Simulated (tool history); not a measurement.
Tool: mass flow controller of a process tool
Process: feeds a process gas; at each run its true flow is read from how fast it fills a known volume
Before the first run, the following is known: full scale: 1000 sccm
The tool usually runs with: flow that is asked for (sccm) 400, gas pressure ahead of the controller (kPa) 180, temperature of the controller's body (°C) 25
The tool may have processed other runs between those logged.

| run | day | flow that is asked for (sccm) | gas pressure ahead of the controller (kPa) | temperature of the controller's body (°C) | true flow (%) |
|---|---|---|---|---|---|
| 1 | 0.000 | 400 | 180 | 25 | 99.55 |
| 2 | 7.221 | 400 | 180 | 25 | 99.42 |
| 3 | 16.079 | 400 | 180 | 25 | 99.41 |
| 4 | 22.538 | 400 | 154 | 25 | 99.57 |
| 5 | 27.221 | 400 | 154 | 25 | 99.68 |
| 6 | 37.612 | 932 | 180 | 25 | 100.39 |
| 7 | 47.446 | 400 | 184 | 25 | 99.47 |
| 8 | 57.779 | 400 | 184 | 25 | 99.66 |
| 9 | 65.462 | 400 | 204 | 25 | 99.50 |
| 10 | 70.233 | 400 | 249 | 25 | 99.26 |
| 11 | 79.833 | 353 | 180 | 25 | 99.55 |
| 12 | 89.629 | 400 | 232 | 25 | 99.30 |
| 13 | 95.512 | 400 | 180 | 25 | 99.43 |
| 14 | 105.025 | 400 | 180 | 25 | 99.69 |
|  | 105.475 | controller's zero set anew |
| 15 | 114.533 | 400 | 180 | 25 | 99.34 |
| 16 | 120.621 | 400 | 180 | 39 | 98.62 |
|  | 125.096 | controller's zero set anew, once more |
| 17 | 126.658 | 400 | 180 | 39 | 99.69 |
| 18 | 134.642 | 400 | 180 | 29 | 100.31 |
| 19 | 144.833 | 458 | 214 | 23 | 100.60 |
| 20 | 153.100 | 458 | 189 | 25 | 100.64 |
| 21 | 161.654 | 458 | 189 | 25 | 100.51 |
| 22 | 166.188 | 219 | 210 | 25 | 99.97 |
| 23 | 173.388 | 333 | 210 | 25 | 100.34 |
| 24 | 181.712 | 230 | 167 | 30 | 99.87 |
| 25 | 187.308 | 230 | 167 | 30 | 99.85 |
| 26 | 192.750 | 230 | 167 | 30 | 99.93 |
| 27 | 203.196 | 230 | 167 | 30 | 99.72 |
| 28 | 212.517 | 290 | 167 | 24 | 100.37 |
| 29 | 222.858 | 290 | 167 | 24 | 100.32 |
| 30 | 227.212 | 199 | 167 | 23 | 99.99 |
| 31 | 236.050 | 159 | 180 | 35 | 98.86 |

Consider 5 possible next runs. They are alternatives, not a sequence: every one starts from the tool as it was left by run 31. What does each give?
| A | 243.379 | 400 | 184 | 30 | ? |
| B | 243.379 | 400 | 180 | 30 | ? |
| C | 243.379 | 326 | 164 | 35 | ? |
| D | 243.379 | 159 | 248 | 35 | ? |
| E | 243.379 | 655 | 180 | 25 | ? |

| run | true flow (%) |
|---|---|
| A | 100.24 |
| B | 100.28 |
| C | 99.73 |
| D | 98.65 |
| E | 101.01 |
Without the tool's unlogged condition, the same runs would have read:
| run | true flow (%) |
|---|---|
| A | 99.23 |
| B | 99.27 |
| C | 98.85 |
| D | 98.53 |
| E | 99.77 |
